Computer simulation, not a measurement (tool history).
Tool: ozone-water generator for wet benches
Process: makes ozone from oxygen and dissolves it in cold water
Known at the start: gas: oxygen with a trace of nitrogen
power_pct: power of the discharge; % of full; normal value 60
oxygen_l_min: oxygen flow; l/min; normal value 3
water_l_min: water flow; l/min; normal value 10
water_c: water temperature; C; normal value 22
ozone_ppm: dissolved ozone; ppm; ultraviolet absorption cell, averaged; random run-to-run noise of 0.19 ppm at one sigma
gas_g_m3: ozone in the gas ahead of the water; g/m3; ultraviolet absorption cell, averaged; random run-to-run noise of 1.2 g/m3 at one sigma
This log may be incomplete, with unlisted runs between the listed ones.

run,hour,power_pct,oxygen_l_min,water_l_min,water_c,ozone_ppm,gas_g_m3
1,0,60,3,10,22,23.9,201.3
2,92.8,60,3,10,22,24,202.5
3,232.9,60,3,10,22,23.9,201.8
4,331.7,60,3.58,10,22,22.9,178.3
5,410.1,60,3.58,10,22,23.1,176.1
6,583.6,60,3,10,22,23.4,197.1
7,716.9,60,2.86,10,22,23.5,203.6
# hour 727.9: water thermometer calibrated
8,856,60,2.86,10,22,23.5,203.7
9,936.4,60,2.86,10,22,23.6,202.2
10,1057.8,60,3,10,22,23.1,194.3
11,1204.3,60,3,10,22,22.9,194.9
12,1302.7,60,1.69,10,22,24.6,285.8
13,1467.7,60,1.69,10,22,24.4,285.4
14,1610.6,60,1.69,10,22,24.3,281.9
15,1697.2,60,1.69,10,22,23.8,283.5
16,1771.1,78,3.64,6,15,39,196.9

For run 17, what comes out?
17,1913.4,60,1.57,6,22,?,?

Run 17 produced ozone_ppm 35.3 ppm, gas_g_m3 292.9 g/m3.
Take away the tool's hidden state, keep the run-to-run variation as it was, and the same run would have given ozone_ppm 43.2 ppm, gas_g_m3 350.4 g/m3.
